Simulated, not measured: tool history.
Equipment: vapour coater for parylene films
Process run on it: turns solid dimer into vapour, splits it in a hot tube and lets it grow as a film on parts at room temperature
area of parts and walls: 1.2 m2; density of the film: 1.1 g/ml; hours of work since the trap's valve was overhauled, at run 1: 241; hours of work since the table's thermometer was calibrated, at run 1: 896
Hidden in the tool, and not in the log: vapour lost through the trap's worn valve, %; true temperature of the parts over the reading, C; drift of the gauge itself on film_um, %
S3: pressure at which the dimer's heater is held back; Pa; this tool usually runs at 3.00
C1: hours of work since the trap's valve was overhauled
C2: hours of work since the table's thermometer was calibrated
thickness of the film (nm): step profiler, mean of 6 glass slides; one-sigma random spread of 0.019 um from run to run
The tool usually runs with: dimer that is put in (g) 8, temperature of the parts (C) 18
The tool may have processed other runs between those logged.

{"run": 1, "day": 0.0, "dimer that is put in (g)": 8, "temperature of the parts (C)": 18, "S3": 3.0, "C1": 241, "C2": 896, "thickness of the film (nm)": 4070}
{"run": 2, "day": 1.0, "dimer that is put in (g)": 8, "temperature of the parts (C)": 18, "S3": 3.0, "C1": 259, "C2": 914, "thickness of the film (nm)": 4100}
{"run": 3, "day": 2.171, "dimer that is put in (g)": 8, "temperature of the parts (C)": 18, "S3": 2.09, "C1": 280, "C2": 935, "thickness of the film (nm)": 4290}
{"run": 4, "day": 3.262, "dimer that is put in (g)": 8, "temperature of the parts (C)": 30, "S3": 3.0, "C1": 299, "C2": 954, "thickness of the film (nm)": 3030}
{"run": 5, "day": 4.346, "dimer that is put in (g)": 8, "temperature of the parts (C)": 30, "S3": 3.0, "C1": 319, "C2": 974, "thickness of the film (nm)": 3040}
{"run": 6, "day": 5.004, "dimer that is put in (g)": 8, "temperature of the parts (C)": 17, "S3": 3.0, "C1": 330, "C2": 985, "thickness of the film (nm)": 4110}
{"run": 7, "day": 5.571, "dimer that is put in (g)": 8, "temperature of the parts (C)": 17, "S3": 3.0, "C1": 341, "C2": 996, "thickness of the film (nm)": 4130}
{"run": 8, "day": 6.608, "dimer that is put in (g)": 8, "temperature of the parts (C)": 17, "S3": 3.0, "C1": 359, "C2": 1014, "thickness of the film (nm)": 4130}
{"run": 9, "day": 7.242, "dimer that is put in (g)": 8, "temperature of the parts (C)": 18, "S3": 5.22, "C1": 370, "C2": 1025, "thickness of the film (nm)": 3700}
{"run": 10, "day": 8.171, "dimer that is put in (g)": 8, "temperature of the parts (C)": 18, "S3": 3.0, "C1": 387, "C2": 1042, "thickness of the film (nm)": 4020}
{"run": 11, "day": 9.021, "dimer that is put in (g)": 8, "temperature of the parts (C)": 18, "S3": 3.0, "C1": 402, "C2": 1057, "thickness of the film (nm)": 3970}
{"run": 12, "day": 10.067, "dimer that is put in (g)": 8, "temperature of the parts (C)": 18, "S3": 3.0, "C1": 421, "C2": 1076, "thickness of the film (nm)": 4000}
{"day": 10.342, "done": "trap's valve overhauled"}
{"run": 13, "day": 10.946, "dimer that is put in (g)": 8, "temperature of the parts (C)": 18, "S3": 3.0, "C1": 11, "C2": 1088, "thickness of the film (nm)": 3880}
{"run": 14, "day": 11.542, "dimer that is put in (g)": 8, "temperature of the parts (C)": 18, "S3": 4.84, "C1": 21, "C2": 1099, "thickness of the film (nm)": 3590}
{"run": 15, "day": 12.654, "dimer that is put in (g)": 8, "temperature of the parts (C)": 18, "S3": 3.0, "C1": 41, "C2": 1119, "thickness of the film (nm)": 3860}
{"run": 16, "day": 13.821, "dimer that is put in (g)": 14, "temperature of the parts (C)": 13, "S3": 10.51, "C1": 62, "C2": 1140, "thickness of the film (nm)": 6220}
{"run": 17, "day": 15.062, "dimer that is put in (g)": 12, "temperature of the parts (C)": 10, "S3": 10.33, "C1": 84, "C2": 1162, "thickness of the film (nm)": 5720}
{"run": 18, "day": 15.725, "dimer that is put in (g)": 7, "temperature of the parts (C)": 29, "S3": 11.7, "C1": 96, "C2": 1174, "thickness of the film (nm)": 2050}
{"run": 19, "day": 16.458, "dimer that is put in (g)": 7, "temperature of the parts (C)": 29, "S3": 9.83, "C1": 109, "C2": 1187, "thickness of the film (nm)": 2120}
{"day": 16.733, "done": "trap's valve overhauled, once more"}
{"run": 20, "day": 17.6, "dimer that is put in (g)": 9, "temperature of the parts (C)": 23, "S3": 9.83, "C1": 15, "C2": 1204, "thickness of the film (nm)": 3460}
{"run": 21, "day": 18.821, "dimer that is put in (g)": 9, "temperature of the parts (C)": 15, "S3": 9.83, "C1": 37, "C2": 1226, "thickness of the film (nm)": 4170}
{"run": 22, "day": 19.733, "dimer that is put in (g)": 9, "temperature of the parts (C)": 15, "S3": 9.83, "C1": 53, "C2": 1242, "thickness of the film (nm)": 4130}
{"run": 23, "day": 20.45, "dimer that is put in (g)": 8, "temperature of the parts (C)": 24, "S3": 6.14, "C1": 66, "C2": 1255, "thickness of the film (nm)": 3210}
{"run": 24, "day": 21.029, "dimer that is put in (g)": 8, "temperature of the parts (C)": 24, "S3": 6.14, "C1": 77, "C2": 1265, "thickness of the film (nm)": 3180}
{"run": 25, "day": 22.192, "dimer that is put in (g)": 8, "temperature of the parts (C)": 24, "S3": 6.14, "C1": 97, "C2": 1286, "thickness of the film (nm)": 3190}
{"run": 26, "day": 22.767, "dimer that is put in (g)": 8, "temperature of the parts (C)": 28, "S3": 3.0, "C1": 108, "C2": 1296, "thickness of the film (nm)": 3200}
{"run": 27, "day": 24.0, "dimer that is put in (g)": 8, "temperature of the parts (C)": 22, "S3": 3.0, "C1": 130, "C2": 1318, "thickness of the film (nm)": 3740}
{"run": 28, "day": 24.571, "dimer that is put in (g)": 7, "temperature of the parts (C)": 20, "S3": 2.28, "C1": 140, "C2": 1328, "thickness of the film (nm)": 3580}
{"run": 29, "day": 25.138, "dimer that is put in (g)": 11, "temperature of the parts (C)": 26, "S3": 3.23, "C1": 150, "C2": 1338, "thickness of the film (nm)": 4580}
{"run": 30, "day": 25.688, "dimer that is put in (g)": 11, "temperature of the parts (C)": 26, "S3": 3.23, "C1": 160, "C2": 1348, "thickness of the film (nm)": 4550}

Alternative continuations, all from the tool just after run 30; predict every row:
{"run": "A", "day": 26.962, "dimer that is put in (g)": 13, "temperature of the parts (C)": 21, "S3": 3.23, "C1": 182, "C2": 1371, "thickness of the film (nm)": "?"}
{"run": "B", "day": 26.962, "dimer that is put in (g)": 11, "temperature of the parts (C)": 26, "S3": 11.77, "C1": 182, "C2": 1371, "thickness of the film (nm)": "?"}
{"run": "C", "day": 26.962, "dimer that is put in (g)": 13, "temperature of the parts (C)": 15, "S3": 3.23, "C1": 182, "C2": 1371, "thickness of the film (nm)": "?"}

run=A thickness_of_the_film_(nm)=6120
run=B thickness_of_the_film_(nm)=3710
run=C thickness_of_the_film_(nm)=7070
Had the tool no hidden state, the same runs would have come out as:
run=A thickness_of_the_film_(nm)=6330
run=B thickness_of_the_film_(nm)=3840
run=C thickness_of_the_film_(nm)=7310

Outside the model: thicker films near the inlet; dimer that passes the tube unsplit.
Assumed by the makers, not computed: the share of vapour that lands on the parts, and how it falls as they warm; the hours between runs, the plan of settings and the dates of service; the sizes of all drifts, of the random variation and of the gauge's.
